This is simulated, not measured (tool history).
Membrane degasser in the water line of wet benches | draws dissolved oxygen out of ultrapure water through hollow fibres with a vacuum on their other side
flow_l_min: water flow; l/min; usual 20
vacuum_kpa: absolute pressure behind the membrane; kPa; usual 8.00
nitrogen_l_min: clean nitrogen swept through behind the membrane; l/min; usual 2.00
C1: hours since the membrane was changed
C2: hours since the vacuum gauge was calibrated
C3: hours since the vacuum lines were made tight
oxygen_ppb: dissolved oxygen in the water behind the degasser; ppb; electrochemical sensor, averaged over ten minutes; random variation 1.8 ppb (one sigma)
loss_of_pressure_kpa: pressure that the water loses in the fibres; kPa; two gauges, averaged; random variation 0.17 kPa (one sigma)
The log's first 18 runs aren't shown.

{"run": 19, "hour": 1124.4, "flow_l_min": 17, "vacuum_kpa": 5.41, "nitrogen_l_min": 4.98, "C1": 3344, "C2": 2791, "C3": 1000, "oxygen_ppb": 58.0, "loss_of_pressure_kpa": 23.66}
{"run": 20, "hour": 1207.6, "flow_l_min": 17, "vacuum_kpa": 19.63, "nitrogen_l_min": 1.39, "C1": 3428, "C2": 2874, "C3": 1083, "oxygen_ppb": 482.3, "loss_of_pressure_kpa": 23.44}
{"run": 21, "hour": 1297.6, "flow_l_min": 17, "vacuum_kpa": 19.63, "nitrogen_l_min": 1.39, "C1": 3517, "C2": 2964, "C3": 1173, "oxygen_ppb": 477.6, "loss_of_pressure_kpa": 23.62}
{"run": 22, "hour": 1387.1, "flow_l_min": 17, "vacuum_kpa": 19.63, "nitrogen_l_min": 1.39, "C1": 3607, "C2": 3053, "C3": 1263, "oxygen_ppb": 477.1, "loss_of_pressure_kpa": 24.0}
{"run": 23, "hour": 1451.0, "flow_l_min": 13, "vacuum_kpa": 5.3, "nitrogen_l_min": 2.57, "C1": 3671, "C2": 3117, "C3": 1327, "oxygen_ppb": 39.7, "loss_of_pressure_kpa": 18.05}
{"run": 24, "hour": 1507.1, "flow_l_min": 13, "vacuum_kpa": 5.3, "nitrogen_l_min": 5.87, "C1": 3727, "C2": 3173, "C3": 1383, "oxygen_ppb": 26.0, "loss_of_pressure_kpa": 18.17}
{"run": 25, "hour": 1573.5, "flow_l_min": 24, "vacuum_kpa": 5.3, "nitrogen_l_min": 5.87, "C1": 3793, "C2": 3240, "C3": 1449, "oxygen_ppb": 136.1, "loss_of_pressure_kpa": 33.25}
{"run": 26, "hour": 1647.9, "flow_l_min": 24, "vacuum_kpa": 5.3, "nitrogen_l_min": 5.87, "C1": 3868, "C2": 3314, "C3": 1524, "oxygen_ppb": 136.9, "loss_of_pressure_kpa": 33.12}
{"run": 27, "hour": 1689.7, "flow_l_min": 24, "vacuum_kpa": 5.3, "nitrogen_l_min": 5.87, "C1": 3910, "C2": 3356, "C3": 1566, "oxygen_ppb": 136.6, "loss_of_pressure_kpa": 33.25}

Forecast run 28:
{"run": 28, "hour": 1738.2, "flow_l_min": 28, "vacuum_kpa": 5.3, "nitrogen_l_min": 5.73, "C1": 3958, "C2": 3405, "C3": 1614, "oxygen_ppb": "?", "loss_of_pressure_kpa": "?"}

oxygen_ppb: 200.6 ppb
loss_of_pressure_kpa: 39.14 kPa
Without the tool's hidden state the same run would have given oxygen_ppb 200.5 ppb, loss_of_pressure_kpa 39.13 kPa.
